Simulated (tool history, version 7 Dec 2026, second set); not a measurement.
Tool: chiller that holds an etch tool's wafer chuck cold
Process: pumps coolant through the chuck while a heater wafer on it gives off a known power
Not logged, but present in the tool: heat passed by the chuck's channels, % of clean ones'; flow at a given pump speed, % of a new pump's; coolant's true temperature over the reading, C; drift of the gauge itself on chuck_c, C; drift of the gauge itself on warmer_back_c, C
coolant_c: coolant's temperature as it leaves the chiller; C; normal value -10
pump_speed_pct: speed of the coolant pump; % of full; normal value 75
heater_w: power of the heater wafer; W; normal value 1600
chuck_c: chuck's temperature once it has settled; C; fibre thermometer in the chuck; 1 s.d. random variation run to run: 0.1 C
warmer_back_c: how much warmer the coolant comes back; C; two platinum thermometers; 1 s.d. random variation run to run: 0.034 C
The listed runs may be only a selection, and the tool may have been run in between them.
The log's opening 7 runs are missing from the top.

| run | hour | coolant_c | pump_speed_pct | heater_w | hours since the coolant was changed and the channels were flushed | hours since the pump was overhauled | hours since the chiller's thermometer was calibrated | chuck_c | warmer_back_c |
|---|---|---|---|---|---|---|---|---|---|
| 8 | 706.6 | -10 | 75 | 1600 | 7884 | 4191 | 1267 | 8.7 | 5.17 |
| 9 | 791.2 | -9 | 75 | 1600 | 7969 | 4275 | 1352 | 9.8 | 5.17 |
| 10 | 843.1 | -9 | 75 | 1600 | 8021 | 4327 | 1404 | 9.8 | 5.19 |
| 11 | 950.7 | -9 | 75 | 1600 | 8128 | 4435 | 1511 | 9.5 | 5.15 |
| 12 | 1069.3 | -9 | 75 | 1600 | 8247 | 4554 | 1630 | 9.9 | 5.11 |
| 13 | 1139.9 | -9 | 75 | 1600 | 8317 | 4624 | 1700 | 9.8 | 5.17 |
| 14 | 1196.7 | -9 | 75 | 1600 | 8374 | 4681 | 1757 | 9.7 | 5.16 |
| 15 | 1285.3 | -10 | 72 | 1600 | 8463 | 4770 | 1846 | 9.4 | 5.43 |
|  | 1307.6 | coolant changed, channels flushed |
| 16 | 1379.2 | -10 | 72 | 1600 | 72 | 4857 | 1934 | 9.7 | 5.32 |
| 17 | 1482.9 | -10 | 72 | 1600 | 175 | 4961 | 2037 | 9.3 | 5.4 |
|  | 1535.9 | chiller's thermometer calibrated |
| 18 | 1603.7 | -10 | 72 | 1600 | 295 | 5081 | 68 | 9.6 | 5.36 |
| 19 | 1666.7 | -9 | 71 | 1600 | 358 | 5144 | 131 | 10.8 | 5.43 |
| 20 | 1748.2 | -9 | 71 | 1600 | 440 | 5225 | 212 | 11 | 5.46 |
| 21 | 1846.2 | -11 | 71 | 1600 | 538 | 5323 | 310 | 8.7 | 5.48 |
| 22 | 1901.3 | -11 | 71 | 1600 | 593 | 5379 | 365 | 8.7 | 5.43 |
| 23 | 1971 | -11 | 71 | 1600 | 662 | 5448 | 435 | 8.7 | 5.47 |
| 24 | 2083.9 | -16 | 83 | 1167 | 775 | 5561 | 548 | -3.6 | 3.42 |

Run 25 has not been measured yet. What should we expect?
| 25 | 2139.5 | -15 | 66 | 868 | 831 | 5617 | 604 | ? | ? |

chuck_c: -3.8 C
warmer_back_c: 3.14 C
The same run, on a tool lacking any hidden state, would have yielded chuck_c -3.8 C, warmer_back_c 3.13 C.
